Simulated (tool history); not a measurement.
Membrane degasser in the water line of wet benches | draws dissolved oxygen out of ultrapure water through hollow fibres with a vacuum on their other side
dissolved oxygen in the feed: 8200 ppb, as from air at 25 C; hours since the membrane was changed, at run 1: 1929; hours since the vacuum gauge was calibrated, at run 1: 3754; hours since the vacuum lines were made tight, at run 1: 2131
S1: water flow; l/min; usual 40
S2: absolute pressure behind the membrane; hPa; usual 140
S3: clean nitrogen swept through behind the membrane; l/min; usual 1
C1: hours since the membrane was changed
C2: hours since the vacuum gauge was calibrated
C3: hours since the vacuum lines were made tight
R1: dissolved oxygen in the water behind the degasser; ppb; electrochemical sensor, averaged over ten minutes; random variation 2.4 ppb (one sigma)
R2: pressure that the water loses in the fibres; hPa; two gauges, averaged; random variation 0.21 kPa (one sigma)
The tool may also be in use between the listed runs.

| run | hour | S1 | S2 | S3 | C1 | C2 | C3 | R1 | R2 |
|---|---|---|---|---|---|---|---|---|---|
| 1 | 0 | 40 | 140 | 1 | 1929 | 3754 | 2131 | 814.4 | 518.8 |
| 2 | 32 | 40 | 140 | 1 | 1961 | 3786 | 2163 | 816.7 | 524.7 |
| 3 | 60.9 | 25 | 140 | 1 | 1990 | 3814 | 2192 | 563.5 | 325.6 |
| 4 | 104.2 | 25 | 140 | 1 | 2033 | 3858 | 2235 | 563.4 | 323.9 |
| 5 | 153.3 | 25 | 140 | 1 | 2082 | 3907 | 2284 | 564.3 | 326.1 |
| 6 | 192.1 | 25 | 133 | 1 | 2121 | 3946 | 2323 | 529.1 | 325.9 |
| 7 | 231.1 | 25 | 133 | 1 | 2160 | 3985 | 2362 | 530.1 | 322.9 |
| 8 | 255.7 | 25 | 133 | 1 | 2185 | 4009 | 2387 | 530.5 | 322.1 |
| 9 | 300.7 | 25 | 133 | 1 | 2230 | 4054 | 2432 | 532.1 | 325.1 |
| 10 | 323.1 | 25 | 133 | 1 | 2252 | 4077 | 2454 | 530.8 | 325.2 |
| 11 | 349.5 | 25 | 133 | 1 | 2279 | 4103 | 2481 | 531.5 | 329.8 |
| 12 | 397.6 | 30 | 140 | 1 | 2327 | 4151 | 2529 | 654 | 386.2 |
| 13 | 422.8 | 30 | 140 | 1 | 2352 | 4176 | 2554 | 654.8 | 391.1 |
| 14 | 466.6 | 40 | 259 | 1 | 2396 | 4220 | 2598 | 1554.8 | 528.4 |
| 15 | 490.7 | 44 | 259 | 1 | 2420 | 4244 | 2622 | 1657.4 | 573.1 |
| 16 | 513.7 | 27 | 259 | 1 | 2443 | 4267 | 2645 | 1173 | 353.5 |
| 17 | 539.3 | 40 | 140 | 2.27 | 2468 | 4293 | 2670 | 423.7 | 525.1 |
| 18 | 588.5 | 40 | 140 | 2.27 | 2518 | 4342 | 2720 | 425.6 | 520 |
| 19 | 615.4 | 40 | 223 | 1 | 2545 | 4369 | 2746 | 1342.5 | 520.2 |
| 20 | 642.5 | 40 | 140 | 2.29 | 2572 | 4396 | 2774 | 421.2 | 522.9 |
| 21 | 688 | 40 | 140 | 2.29 | 2617 | 4442 | 2819 | 421.8 | 519.9 |
| 22 | 712.1 | 39 | 140 | 1.7 | 2641 | 4466 | 2843 | 531.2 | 506.4 |
| 23 | 761.1 | 54 | 140 | 0.77 | 2690 | 4515 | 2892 | 1207.3 | 708 |
| 24 | 809.6 | 41 | 316 | 0.57 | 2739 | 4563 | 2941 | 2681.9 | 536.1 |
| 25 | 851.4 | 36 | 257 | 0.41 | 2781 | 4605 | 2983 | 2485.4 | 471 |
| 26 | 879.1 | 36 | 157 | 0.41 | 2808 | 4633 | 3010 | 1572.1 | 471.4 |
| 27 | 914.4 | 59 | 136 | 1.86 | 2844 | 4668 | 3046 | 667.5 | 772.4 |
| 28 | 951.6 | 51 | 122 | 0.47 | 2881 | 4705 | 3083 | 1348.3 | 667.7 |
| 29 | 979.3 | 40 | 150 | 1.79 | 2908 | 4733 | 3110 | 565 | 522.1 |
| 30 | 1016.7 | 36 | 140 | 1.31 | 2946 | 4770 | 3148 | 612.4 | 468.7 |
| 31 | 1038.1 | 36 | 132 | 1 | 2967 | 4792 | 3169 | 708 | 471.3 |
| 32 | 1062.8 | 59 | 140 | 1 | 2992 | 4816 | 3194 | 1083.2 | 778.3 |

Hidden state or all else? Some run-to-run changes of R1, split into what the settings, what came in and random variation would give without the hidden state, and what is left for the hidden state (with any gauge scatter that isn't in both results):
The hidden state here: membrane still open, %; true pressure behind the membrane over the reading, kPa; air that leaks in behind the membrane, l/min; drift of the gauge itself on oxygen_ppb, %; drift of the gauge itself on loss_of_pressure_kpa, %.
Run 18 -> 19: S2 140 -> 223, S3 2.27 -> 1. R1 +916.9 ppb: hidden state +5.3, all else +911.6.
Run 19 -> 20: S2 223 -> 140, S3 1 -> 2.29. R1 -921.3 ppb: hidden state -5.3, all else -916.
Run 22 -> 23: S1 39 -> 54, S3 1.7 -> 0.77. R1 +676.1 ppb: hidden state +11.3, all else +664.8.
Run 23 -> 24: S1 54 -> 41, S2 140 -> 316, S3 0.77 -> 0.57. R1 +1474.6 ppb: hidden state -7.8, all else +1482.4.
Run 27 -> 28: S1 59 -> 51, S2 136 -> 122, S3 1.86 -> 0.47. R1 +680.8 ppb: hidden state +13.8, all else +667.
Run 28 -> 29: S1 51 -> 40, S2 122 -> 150, S3 0.47 -> 1.79. R1 -783.3 ppb: hidden state -17.7, all else -765.6.
